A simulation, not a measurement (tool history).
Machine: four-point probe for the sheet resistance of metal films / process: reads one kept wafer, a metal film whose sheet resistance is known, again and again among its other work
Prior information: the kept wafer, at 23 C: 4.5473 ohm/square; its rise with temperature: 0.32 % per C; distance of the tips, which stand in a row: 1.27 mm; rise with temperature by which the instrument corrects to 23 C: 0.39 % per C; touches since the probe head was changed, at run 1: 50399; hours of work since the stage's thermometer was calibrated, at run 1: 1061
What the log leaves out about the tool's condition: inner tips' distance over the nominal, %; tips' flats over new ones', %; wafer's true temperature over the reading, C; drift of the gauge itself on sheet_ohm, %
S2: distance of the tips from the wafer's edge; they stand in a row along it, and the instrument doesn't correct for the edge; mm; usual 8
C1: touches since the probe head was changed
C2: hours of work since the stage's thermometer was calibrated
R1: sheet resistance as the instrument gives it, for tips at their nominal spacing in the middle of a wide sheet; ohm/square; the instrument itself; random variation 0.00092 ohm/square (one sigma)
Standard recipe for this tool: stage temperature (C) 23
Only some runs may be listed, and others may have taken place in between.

{"run": 1, "hour": 0.0, "stage temperature (C)": 23, "S2": 8, "C1": 50399, "C2": 1061, "R1": 4.578289}
{"run": 2, "hour": 52.2, "stage temperature (C)": 23, "S2": 8, "C1": 52064, "C2": 1085, "R1": 4.578445}
{"run": 3, "hour": 104.0, "stage temperature (C)": 26, "S2": 8, "C1": 53713, "C2": 1110, "R1": 4.568194}
{"run": 4, "hour": 160.4, "stage temperature (C)": 19, "S2": 8, "C1": 55514, "C2": 1136, "R1": 4.588481}
{"run": 5, "hour": 214.4, "stage temperature (C)": 23, "S2": 8, "C1": 57236, "C2": 1162, "R1": 4.574771}
{"run": 6, "hour": 270.1, "stage temperature (C)": 23, "S2": 8, "C1": 59009, "C2": 1188, "R1": 4.573855}
{"run": 7, "hour": 316.5, "stage temperature (C)": 23, "S2": 8, "C1": 60489, "C2": 1210, "R1": 4.57302}
{"run": 8, "hour": 350.1, "stage temperature (C)": 23, "S2": 8, "C1": 61562, "C2": 1226, "R1": 4.574071}
{"run": 9, "hour": 391.9, "stage temperature (C)": 23, "S2": 7, "C1": 62895, "C2": 1245, "R1": 4.589009}
{"run": 10, "hour": 439.0, "stage temperature (C)": 21, "S2": 8, "C1": 64394, "C2": 1268, "R1": 4.578195}
{"run": 11, "hour": 485.0, "stage temperature (C)": 21, "S2": 8, "C1": 65861, "C2": 1289, "R1": 4.578356}
{"run": 12, "hour": 522.2, "stage temperature (C)": 21, "S2": 8, "C1": 67049, "C2": 1307, "R1": 4.577225}
{"run": 13, "hour": 573.9, "stage temperature (C)": 30, "S2": 46, "C1": 68695, "C2": 1331, "R1": 4.489994}
{"run": 14, "hour": 622.7, "stage temperature (C)": 30, "S2": 12, "C1": 70252, "C2": 1354, "R1": 4.515402}
{"run": 15, "hour": 667.5, "stage temperature (C)": 30, "S2": 6, "C1": 71679, "C2": 1375, "R1": 4.592844}
{"run": 16, "hour": 723.8, "stage temperature (C)": 30, "S2": 6, "C1": 73475, "C2": 1402, "R1": 4.592375}
{"run": 17, "hour": 755.7, "stage temperature (C)": 30, "S2": 6, "C1": 74493, "C2": 1417, "R1": 4.592624}
{"run": 18, "hour": 807.1, "stage temperature (C)": 22, "S2": 5, "C1": 76131, "C2": 1441, "R1": 4.661026}
{"run": 19, "hour": 832.9, "stage temperature (C)": 30, "S2": 44, "C1": 76953, "C2": 1453, "R1": 4.487149}
{"run": 20, "hour": 859.0, "stage temperature (C)": 20, "S2": 3, "C1": 77784, "C2": 1466, "R1": 4.909212}
{"run": 21, "hour": 902.0, "stage temperature (C)": 27, "S2": 3, "C1": 79157, "C2": 1486, "R1": 4.88702}
{"run": 22, "hour": 944.8, "stage temperature (C)": 23, "S2": 3, "C1": 80521, "C2": 1506, "R1": 4.897379}
{"hour": 950.6, "done": "new probe head fitted"}
{"run": 23, "hour": 985.5, "stage temperature (C)": 32, "S2": 3, "C1": 1113, "C2": 1525, "R1": 4.916696}
{"run": 24, "hour": 1008.8, "stage temperature (C)": 31, "S2": 8, "C1": 1858, "C2": 1536, "R1": 4.585865}

Per-run results on a tool with no hidden state, each run keeping its own random variation:
run=1 R1=4.608035
run=2 R1=4.608978
run=3 R1=4.599535
run=4 R1=4.62063
run=5 R1=4.607612
run=6 R1=4.60748
run=7 R1=4.607289
run=8 R1=4.608891
run=9 R1=4.624491
run=10 R1=4.614221
run=11 R1=4.615055
run=12 R1=4.614417
run=13 R1=4.52746
run=14 R1=4.553696
run=15 R1=4.6324
run=16 R1=4.632748
run=17 R1=4.633424
run=18 R1=4.703002
run=19 R1=4.528184
run=20 R1=4.953885
run=21 R1=4.93225
run=22 R1=4.943217
run=23 R1=4.914979
run=24 R1=4.584613

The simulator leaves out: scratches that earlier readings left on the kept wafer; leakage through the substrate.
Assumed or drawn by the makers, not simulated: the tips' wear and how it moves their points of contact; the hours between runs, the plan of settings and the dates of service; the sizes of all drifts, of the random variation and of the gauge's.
